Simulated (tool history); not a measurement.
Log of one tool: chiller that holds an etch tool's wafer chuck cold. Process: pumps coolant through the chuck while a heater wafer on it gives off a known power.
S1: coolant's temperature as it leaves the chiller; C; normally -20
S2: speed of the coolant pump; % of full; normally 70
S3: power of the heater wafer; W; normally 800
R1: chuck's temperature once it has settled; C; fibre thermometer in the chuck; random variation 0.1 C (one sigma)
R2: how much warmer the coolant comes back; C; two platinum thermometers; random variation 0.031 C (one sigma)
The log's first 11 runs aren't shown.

run	hour	S1	S2	S3	R1	R2
12	458.6	-20	70	800	-13.6	2.69
13	518.3	-20	70	800	-13.7	2.67
14	568.7	-20	65	800	-13.0	2.84
15	612.2	-20	65	800	-13.1	2.92
16	650.2	-20	65	800	-13.3	2.88
17	694.7	-17	70	502	-13.1	1.63
18	750.4	-17	70	502	-12.9	1.68
# hour 754.3: chiller's thermometer calibrated
19	803.9	-17	70	502	-13.1	1.70
20	862.8	-28	77	544	-24.1	1.63
21	911.6	-28	77	544	-24.3	1.59
22	975.3	-20	97	800	-15.2	1.89
# hour 995.4: chiller's thermometer calibrated, once more
23	1029.5	-20	92	591	-16.3	1.42
24	1083.2	-24	98	731	-19.8	1.67
25	1137.9	-20	87	643	-15.6	1.67
26	1178.8	-20	70	1124	-10.5	3.84
27	1208.5	-21	86	994	-14.1	2.70
28	1272.1	-19	66	551	-14.1	2.03
29	1320.3	-19	66	551	-14.0	1.99
30	1372.8	-19	66	551	-14.3	2.04
31	1420.9	-19	66	551	-14.2	2.06
32	1451.5	-16	66	800	-9.0	2.91

Branching from run 32: 4 alternative next runs. What would each branch give?
A	1512.2	-28	74	860	?	?
B	1512.2	-29	92	800	?	?
C	1512.2	-25	85	1043	?	?
D	1512.2	-18	98	725	?	?

run	R1	R2
A	-21.2	2.71
B	-24.0	1.99
C	-17.7	2.88
D	-13.7	1.71
The same runs, with their run-to-run variation unchanged, on a tool lacking any hidden condition would have given:
run	R1	R2
A	-21.9	2.51
B	-24.4	1.84
C	-18.4	2.67
D	-14.0	1.58
